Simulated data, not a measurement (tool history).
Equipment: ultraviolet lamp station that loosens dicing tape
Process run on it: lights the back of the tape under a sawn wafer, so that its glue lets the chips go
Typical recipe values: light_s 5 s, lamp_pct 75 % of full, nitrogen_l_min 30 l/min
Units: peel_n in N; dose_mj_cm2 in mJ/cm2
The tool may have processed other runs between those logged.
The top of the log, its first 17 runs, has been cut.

run,hour,light_s,lamp_pct,nitrogen_l_min,peel_n,dose_mj_cm2
18,734.5,6,75,47,0.468,560
19,771.8,6,75,47,0.471,557
20,801.6,6,75,47,0.514,544
21,852.8,4,89,19,1.317,423
22,884.3,4,89,19,1.371,418
23,929.5,4,82,30,1.308,375
24,960,5,79,15,1.402,444
25,1020.4,5,79,15,1.414,436
26,1067.9,2,64,47,3.972,136
27,1123.1,2,64,47,4.136,133
28,1177.1,4,73,54,1.488,293
29,1213.2,3,74,30,2.828,221
30,1258.5,5,77,53,1.006,379
# hour 1263: window cleaned of glue's vapour
31,1321.4,3,75,17,3.227,238
32,1361.9,5,70,30,1.4,358
33,1423.6,5,70,30,1.478,347
34,1480.1,3,79,44,2.454,230
35,1516.3,8,90,54,0.346,673
36,1564.9,7,62,30,1.132,398
37,1598.2,3,82,31,2.849,220

Predict the results of run 38:
# hour 1622.4: lamp changed
38,1660.5,3,74,52,?,?

{"run 38": {"peel_n": 1.468, "dose_mj_cm2": 296}}
Were there no unlogged condition in the tool, this run, its random variation unchanged, would have produced peel_n 1.327 N, dose_mj_cm2 313 mJ/cm2.

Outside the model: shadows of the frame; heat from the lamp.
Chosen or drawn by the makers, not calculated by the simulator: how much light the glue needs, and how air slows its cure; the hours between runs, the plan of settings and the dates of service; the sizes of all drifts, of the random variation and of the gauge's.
